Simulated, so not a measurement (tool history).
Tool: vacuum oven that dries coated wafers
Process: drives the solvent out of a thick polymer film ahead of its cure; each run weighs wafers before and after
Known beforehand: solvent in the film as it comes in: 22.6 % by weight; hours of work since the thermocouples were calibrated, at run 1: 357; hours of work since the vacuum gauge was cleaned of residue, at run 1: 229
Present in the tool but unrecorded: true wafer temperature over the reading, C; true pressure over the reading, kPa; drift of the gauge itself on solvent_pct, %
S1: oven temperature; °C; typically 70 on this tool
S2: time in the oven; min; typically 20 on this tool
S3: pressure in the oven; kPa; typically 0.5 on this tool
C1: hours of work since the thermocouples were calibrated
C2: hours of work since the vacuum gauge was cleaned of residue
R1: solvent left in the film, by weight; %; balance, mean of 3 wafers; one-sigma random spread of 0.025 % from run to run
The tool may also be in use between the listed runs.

{"run": 1, "day": 0.0, "S1": 70, "S2": 20, "S3": 0.5, "C1": 357, "C2": 229, "R1": 0.98}
{"run": 2, "day": 0.354, "S1": 70, "S2": 20, "S3": 0.5, "C1": 363, "C2": 234, "R1": 1.01}
{"run": 3, "day": 0.888, "S1": 70, "S2": 20, "S3": 0.5, "C1": 371, "C2": 243, "R1": 0.97}
{"run": 4, "day": 1.158, "S1": 70, "S2": 20, "S3": 0.5, "C1": 376, "C2": 247, "R1": 1.04}
{"run": 5, "day": 1.708, "S1": 70, "S2": 20, "S3": 0.5, "C1": 385, "C2": 256, "R1": 1.01}
{"run": 6, "day": 2.192, "S1": 70, "S2": 20, "S3": 0.5, "C1": 392, "C2": 264, "R1": 1.03}
{"run": 7, "day": 2.721, "S1": 70, "S2": 14, "S3": 0.5, "C1": 401, "C2": 272, "R1": 2.17}
{"run": 8, "day": 3.025, "S1": 70, "S2": 12, "S3": 0.5, "C1": 406, "C2": 277, "R1": 2.92}
{"day": 3.133, "done": "oven's thermocouples calibrated"}
{"run": 9, "day": 3.396, "S1": 70, "S2": 20, "S3": 0.39, "C1": 4, "C2": 282, "R1": 0.96}
{"run": 10, "day": 3.862, "S1": 70, "S2": 20, "S3": 0.5, "C1": 12, "C2": 289, "R1": 1.03}
{"run": 11, "day": 4.121, "S1": 70, "S2": 20, "S3": 0.379, "C1": 16, "C2": 293, "R1": 1}
{"run": 12, "day": 4.45, "S1": 70, "S2": 14, "S3": 0.5, "C1": 21, "C2": 298, "R1": 2.26}
{"day": 4.912, "done": "oven's thermocouples calibrated, once more"}
{"run": 13, "day": 5.058, "S1": 70, "S2": 20, "S3": 0.919, "C1": 2, "C2": 307, "R1": 1.15}
{"run": 14, "day": 5.417, "S1": 70, "S2": 12, "S3": 0.5, "C1": 8, "C2": 312, "R1": 2.7}
{"run": 15, "day": 6.0, "S1": 70, "S2": 12, "S3": 0.5, "C1": 17, "C2": 322, "R1": 2.67}
{"run": 16, "day": 6.45, "S1": 64, "S2": 12, "S3": 0.301, "C1": 25, "C2": 329, "R1": 5.51}
{"run": 17, "day": 6.771, "S1": 79, "S2": 30, "S3": 0.825, "C1": 30, "C2": 334, "R1": 0.3}
{"run": 18, "day": 7.283, "S1": 62, "S2": 13, "S3": 1.481, "C1": 38, "C2": 342, "R1": 6.64}
{"run": 19, "day": 7.583, "S1": 75, "S2": 20, "S3": 0.939, "C1": 43, "C2": 347, "R1": 0.58}
{"run": 20, "day": 8.1, "S1": 84, "S2": 20, "S3": 0.5, "C1": 51, "C2": 355, "R1": 0.17}
{"run": 21, "day": 8.496, "S1": 84, "S2": 20, "S3": 0.5, "C1": 57, "C2": 362, "R1": 0.17}
{"run": 22, "day": 8.779, "S1": 84, "S2": 20, "S3": 0.5, "C1": 62, "C2": 366, "R1": 0.18}
{"run": 23, "day": 9.096, "S1": 84, "S2": 20, "S3": 0.335, "C1": 67, "C2": 371, "R1": 0.17}
{"run": 24, "day": 9.658, "S1": 84, "S2": 20, "S3": 0.335, "C1": 76, "C2": 380, "R1": 0.1}
{"run": 25, "day": 10.088, "S1": 75, "S2": 23, "S3": 1.959, "C1": 83, "C2": 387, "R1": 0.87}
{"run": 26, "day": 10.542, "S1": 65, "S2": 29, "S3": 0.756, "C1": 90, "C2": 394, "R1": 1.28}
{"run": 27, "day": 10.842, "S1": 77, "S2": 23, "S3": 0.5, "C1": 95, "C2": 399, "R1": 0.25}
{"run": 28, "day": 11.358, "S1": 59, "S2": 23, "S3": 1.241, "C1": 103, "C2": 407, "R1": 4.78}

Predict each of these 3 candidate next runs independently; none follows another, all start after run 28:
{"run": "A", "day": 11.658, "S1": 58, "S2": 14, "S3": 0.583, "C1": 108, "C2": 412, "R1": "?"}
{"run": "B", "day": 11.658, "S1": 59, "S2": 10, "S3": 1.241, "C1": 108, "C2": 412, "R1": "?"}
{"run": "C", "day": 11.658, "S1": 71, "S2": 19, "S3": 1.241, "C1": 108, "C2": 412, "R1": "?"}

run=A R1=8.08
run=B R1=9.88
run=C R1=1.27
The same runs, with their run-to-run variation unchanged, on a tool lacking any hidden condition would have given:
run=A R1=8.1
run=B R1=9.92
run=C R1=1.22
